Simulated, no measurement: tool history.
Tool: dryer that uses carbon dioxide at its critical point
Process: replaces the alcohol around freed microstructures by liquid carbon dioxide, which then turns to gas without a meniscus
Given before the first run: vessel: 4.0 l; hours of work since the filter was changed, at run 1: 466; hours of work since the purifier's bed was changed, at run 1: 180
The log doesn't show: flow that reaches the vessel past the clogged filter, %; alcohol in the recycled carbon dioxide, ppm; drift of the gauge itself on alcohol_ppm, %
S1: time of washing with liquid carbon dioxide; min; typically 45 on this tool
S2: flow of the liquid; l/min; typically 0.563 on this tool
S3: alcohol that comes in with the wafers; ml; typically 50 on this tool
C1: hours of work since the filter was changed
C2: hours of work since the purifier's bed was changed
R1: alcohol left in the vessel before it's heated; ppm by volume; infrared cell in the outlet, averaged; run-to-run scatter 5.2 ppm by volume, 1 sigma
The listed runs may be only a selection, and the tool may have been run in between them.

run	hour	S1	S2	S3	C1	C2	R1
1	0	45	0.563	50	466	180	229
2	10	45	0.563	50	470	184	232
3	18.8	45	0.909	50	473	187	86
4	25.8	59	0.909	50	476	190	75
5	37.9	45	0.563	24	480	194	156
6	45.1	45	0.563	24	483	197	153
7	52.5	45	0.563	24	485	200	167
8	59.1	39	0.563	50	488	202	353
9	69.9	45	0.563	50	492	206	238
# hour 73.1: inlet filter changed
10	78.1	51	0.563	50	2	209	126
11	83.7	45	0.563	50	4	211	161
12	89.9	45	0.563	50	6	213	162
13	96.3	45	0.563	50	8	215	165
14	104.2	45	0.563	50	11	218	162
15	109.8	45	0.563	50	13	220	170
16	114.8	45	0.563	50	15	222	178
17	121.4	45	0.414	50	18	224	389
18	127.2	45	0.414	50	20	226	398
19	135.3	45	0.414	50	23	229	415
20	147.2	45	0.563	50	27	234	180
21	157.7	37	0.563	50	31	237	290
22	164	37	0.563	50	33	240	301
23	169.2	37	0.563	50	35	242	313
24	178	56	0.624	27	38	245	109
25	185	60	0.563	115	41	247	130
26	192	60	0.563	115	43	250	130
27	200.5	60	0.562	33	46	253	109
28	207.5	60	0.562	33	49	256	105
29	219	53	0.454	47	53	260	202
30	225.9	45	0.408	93	56	262	723
31	235.8	45	0.425	93	59	266	650
32	246.5	70	0.617	50	63	270	98
33	254.3	32	0.779	41	66	273	190
34	266.6	42	0.779	70	70	277	143
35	274.8	34	0.459	70	73	280	957
36	282.6	61	0.796	50	76	283	116
37	294.5	63	0.921	21	81	287	117
38	302.8	45	0.592	50	84	290	192
39	313.7	45	0.592	50	88	294	187
40	324.2	45	0.592	50	91	298	189
41	332.6	45	0.592	50	94	301	191
42	343.6	45	0.563	23	98	305	158
43	353.5	58	0.563	74	102	309	157
44	363.9	45	0.951	25	106	313	119
45	374.4	30	0.563	109	110	316	1152
46	381.5	46	0.563	50	112	319	203

Branching from run 46: 3 alternative next runs. What would each branch give?
A	392.8	46	0.563	99	116	323	?
B	392.8	46	0.414	96	116	323	?
C	392.8	72	0.563	25	116	323	?

run	R1
A	294
B	752
C	126
The same runs, with their run-to-run variation unchanged, on a tool lacking any hidden condition would have given:
run	R1
A	142
B	551
C	4
